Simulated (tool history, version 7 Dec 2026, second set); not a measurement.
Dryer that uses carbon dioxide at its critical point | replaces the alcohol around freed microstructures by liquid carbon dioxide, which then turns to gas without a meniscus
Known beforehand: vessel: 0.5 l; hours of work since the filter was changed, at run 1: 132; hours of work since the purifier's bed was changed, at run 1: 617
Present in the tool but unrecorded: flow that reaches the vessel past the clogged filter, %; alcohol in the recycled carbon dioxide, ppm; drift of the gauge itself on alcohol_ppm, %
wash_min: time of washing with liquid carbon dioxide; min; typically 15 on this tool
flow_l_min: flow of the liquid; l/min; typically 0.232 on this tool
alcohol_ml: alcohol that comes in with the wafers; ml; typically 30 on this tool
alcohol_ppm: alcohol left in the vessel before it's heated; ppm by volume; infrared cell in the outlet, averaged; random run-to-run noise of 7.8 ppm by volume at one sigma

| run | hour | wash_min | flow_l_min | alcohol_ml | hours of work since the filter was changed | hours of work since the purifier's bed was changed | alcohol_ppm |
|---|---|---|---|---|---|---|---|
| 1 | 0 | 15 | 0.232 | 30 | 132 | 617 | 522 |
| 2 | 28.3 | 15 | 0.232 | 30 | 142 | 627 | 530 |
| 3 | 59.7 | 15 | 0.328 | 30 | 153 | 638 | 135 |
| 4 | 110.4 | 15 | 0.232 | 30 | 170 | 655 | 551 |
| 5 | 141.6 | 15 | 0.232 | 30 | 181 | 666 | 578 |
| 6 | 176 | 15 | 0.232 | 30 | 193 | 678 | 564 |
| 7 | 227.4 | 15 | 0.232 | 30 | 211 | 696 | 583 |
| 8 | 253 | 15 | 0.232 | 30 | 220 | 705 | 603 |
|  | 291.9 | inlet filter changed |
| 9 | 291.9 | 15 | 0.232 | 30 | 0 | 719 | 485 |
| 10 | 343.7 | 15 | 0.232 | 30 | 18 | 737 | 512 |
| 11 | 371.4 | 15 | 0.232 | 30 | 28 | 746 | 497 |
| 12 | 401.9 | 15 | 0.232 | 30 | 38 | 757 | 534 |
| 13 | 446.2 | 15 | 0.232 | 30 | 54 | 773 | 516 |
| 14 | 496.8 | 15 | 0.232 | 52 | 72 | 790 | 861 |
| 15 | 543.6 | 15 | 0.232 | 52 | 88 | 807 | 865 |
| 16 | 579.1 | 15 | 0.232 | 30 | 100 | 819 | 548 |
| 17 | 603.6 | 15 | 0.232 | 30 | 109 | 828 | 565 |
| 18 | 653.1 | 15 | 0.232 | 30 | 126 | 845 | 579 |
| 19 | 707.3 | 15 | 0.232 | 30 | 145 | 864 | 580 |
| 20 | 761.8 | 21 | 0.232 | 30 | 164 | 883 | 166 |
| 21 | 799.4 | 21 | 0.232 | 30 | 177 | 896 | 183 |
| 22 | 837.1 | 21 | 0.232 | 30 | 191 | 909 | 176 |
| 23 | 879.6 | 21 | 0.222 | 33 | 205 | 924 | 226 |
| 24 | 924.2 | 9 | 0.15 | 40 | 221 | 940 | 13291 |
|  | 964.1 | inlet filter changed |
| 25 | 983.6 | 9 | 0.15 | 40 | 7 | 960 | 12001 |
| 26 | 1023.7 | 15 | 0.232 | 27 | 21 | 974 | 470 |
| 27 | 1056.7 | 15 | 0.232 | 27 | 32 | 986 | 488 |
| 28 | 1113 | 15 | 0.254 | 25 | 52 | 1005 | 328 |
| 29 | 1155 | 15 | 0.254 | 25 | 67 | 1020 | 335 |
| 30 | 1208.2 | 18 | 0.195 | 76 | 85 | 1039 | 1210 |
| 31 | 1248.5 | 18 | 0.195 | 76 | 99 | 1053 | 1264 |
| 32 | 1307.4 | 15 | 0.209 | 103 | 120 | 1073 | 2784 |
| 33 | 1333.7 | 16 | 0.232 | 30 | 129 | 1082 | 450 |
| 34 | 1362.1 | 11 | 0.313 | 30 | 139 | 1092 | 586 |
| 35 | 1395.6 | 18 | 0.247 | 30 | 151 | 1104 | 247 |
| 36 | 1446.7 | 18 | 0.247 | 30 | 169 | 1122 | 248 |
| 37 | 1500.3 | 14 | 0.201 | 27 | 187 | 1141 | 1276 |
| 38 | 1531.9 | 14 | 0.201 | 48 | 199 | 1152 | 2212 |
| 39 | 1565.5 | 15 | 0.232 | 81 | 210 | 1163 | 1504 |
| 40 | 1616.9 | 15 | 0.232 | 29 | 228 | 1181 | 649 |
|  | 1633.1 | inlet filter changed |
| 41 | 1672.1 | 19 | 0.146 | 35 | 14 | 1200 | 1571 |
| 42 | 1697.7 | 19 | 0.146 | 35 | 23 | 1209 | 1551 |
| 43 | 1724 | 19 | 0.227 | 31 | 32 | 1218 | 276 |

Each row is a separate what-if for the run after 43, all from the same tool condition, not one after another. Results?
| A | 1750.9 | 11 | 0.227 | 31 | 41 | 1228 | ? |
| B | 1750.9 | 10 | 0.169 | 109 | 41 | 1228 | ? |
| C | 1750.9 | 11 | 0.232 | 30 | 41 | 1228 | ? |
| D | 1750.9 | 20 | 0.366 | 29 | 41 | 1228 | ? |
| E | 1750.9 | 10 | 0.179 | 97 | 41 | 1228 | ? |

| run | alcohol_ppm |
|---|---|
| A | 1863 |
| B | 20234 |
| C | 1732 |
| D | 145 |
| E | 16157 |
What these runs would have given with no unlogged condition in the tool:
| run | alcohol_ppm |
|---|---|
| A | 1654 |
| B | 19489 |
| C | 1524 |
| D | 11 |
| E | 15502 |
